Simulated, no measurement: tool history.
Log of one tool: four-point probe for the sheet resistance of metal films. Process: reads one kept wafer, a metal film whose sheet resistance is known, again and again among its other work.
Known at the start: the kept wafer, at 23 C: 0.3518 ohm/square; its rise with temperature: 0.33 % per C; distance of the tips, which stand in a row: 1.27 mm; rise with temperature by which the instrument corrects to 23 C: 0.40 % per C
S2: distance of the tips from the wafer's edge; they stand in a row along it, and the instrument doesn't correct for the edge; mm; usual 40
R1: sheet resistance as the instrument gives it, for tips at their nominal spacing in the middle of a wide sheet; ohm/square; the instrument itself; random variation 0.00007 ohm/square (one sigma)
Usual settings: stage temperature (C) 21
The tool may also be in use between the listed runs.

{"run": 1, "day": 0.0, "stage temperature (C)": 21, "S2": 40, "R1": 0.35269}
{"run": 2, "day": 1.538, "stage temperature (C)": 21, "S2": 40, "R1": 0.352685}
{"run": 3, "day": 3.704, "stage temperature (C)": 21, "S2": 22, "R1": 0.353142}
{"run": 4, "day": 6.312, "stage temperature (C)": 21, "S2": 22, "R1": 0.352982}
{"run": 5, "day": 9.125, "stage temperature (C)": 21, "S2": 22, "R1": 0.353151}
{"run": 6, "day": 10.954, "stage temperature (C)": 21, "S2": 22, "R1": 0.352975}
{"run": 7, "day": 13.979, "stage temperature (C)": 21, "S2": 31, "R1": 0.352578}
{"run": 8, "day": 17.171, "stage temperature (C)": 21, "S2": 31, "R1": 0.352659}
{"run": 9, "day": 18.612, "stage temperature (C)": 21, "S2": 31, "R1": 0.352543}
{"run": 10, "day": 20.45, "stage temperature (C)": 21, "S2": 31, "R1": 0.35248}
{"run": 11, "day": 22.812, "stage temperature (C)": 21, "S2": 30, "R1": 0.35259}
{"run": 12, "day": 26.238, "stage temperature (C)": 21, "S2": 30, "R1": 0.352494}
{"run": 13, "day": 29.583, "stage temperature (C)": 21, "S2": 54, "R1": 0.352184}
{"run": 14, "day": 32.154, "stage temperature (C)": 21, "S2": 54, "R1": 0.351909}
{"run": 15, "day": 34.342, "stage temperature (C)": 21, "S2": 54, "R1": 0.352004}
{"run": 16, "day": 35.962, "stage temperature (C)": 21, "S2": 40, "R1": 0.352095}
{"day": 36.267, "done": "stage's thermometer calibrated"}
{"run": 17, "day": 37.838, "stage temperature (C)": 21, "S2": 40, "R1": 0.352312}
{"run": 18, "day": 39.696, "stage temperature (C)": 21, "S2": 40, "R1": 0.352158}
{"day": 42.767, "done": "stage's thermometer calibrated, once more"}
{"run": 19, "day": 42.867, "stage temperature (C)": 21, "S2": 40, "R1": 0.351725}
{"run": 20, "day": 44.542, "stage temperature (C)": 21, "S2": 40, "R1": 0.351667}
{"run": 21, "day": 46.279, "stage temperature (C)": 21, "S2": 40, "R1": 0.351642}
{"run": 22, "day": 48.475, "stage temperature (C)": 21, "S2": 40, "R1": 0.351621}
{"run": 23, "day": 51.875, "stage temperature (C)": 21, "S2": 40, "R1": 0.351535}
{"run": 24, "day": 53.796, "stage temperature (C)": 19, "S2": 40, "R1": 0.351966}
{"run": 25, "day": 56.542, "stage temperature (C)": 24, "S2": 51, "R1": 0.350554}
{"run": 26, "day": 59.242, "stage temperature (C)": 34, "S2": 8, "R1": 0.35278}
{"run": 27, "day": 61.75, "stage temperature (C)": 21, "S2": 40, "R1": 0.351307}
{"run": 28, "day": 64.354, "stage temperature (C)": 32, "S2": 4, "R1": 0.36628}
{"run": 29, "day": 65.808, "stage temperature (C)": 32, "S2": 4, "R1": 0.366486}
{"run": 30, "day": 68.746, "stage temperature (C)": 23, "S2": 47, "R1": 0.350532}
{"run": 31, "day": 71.579, "stage temperature (C)": 23, "S2": 47, "R1": 0.350637}
{"run": 32, "day": 73.267, "stage temperature (C)": 23, "S2": 47, "R1": 0.350597}
{"run": 33, "day": 74.8, "stage temperature (C)": 19, "S2": 10, "R1": 0.354591}
{"run": 34, "day": 77.567, "stage temperature (C)": 22, "S2": 6, "R1": 0.358841}
{"run": 35, "day": 80.2, "stage temperature (C)": 24, "S2": 38, "R1": 0.350286}
{"run": 36, "day": 82.746, "stage temperature (C)": 24, "S2": 38, "R1": 0.350233}
{"run": 37, "day": 84.521, "stage temperature (C)": 31, "S2": 8, "R1": 0.353023}

Forecast run 38:
{"run": 38, "day": 87.496, "stage temperature (C)": 28, "S2": 3, "R1": "?"}

R1: 0.379426 ohm/square
Without the tool's hidden state the same run would have given R1 0.381108 ohm/square.
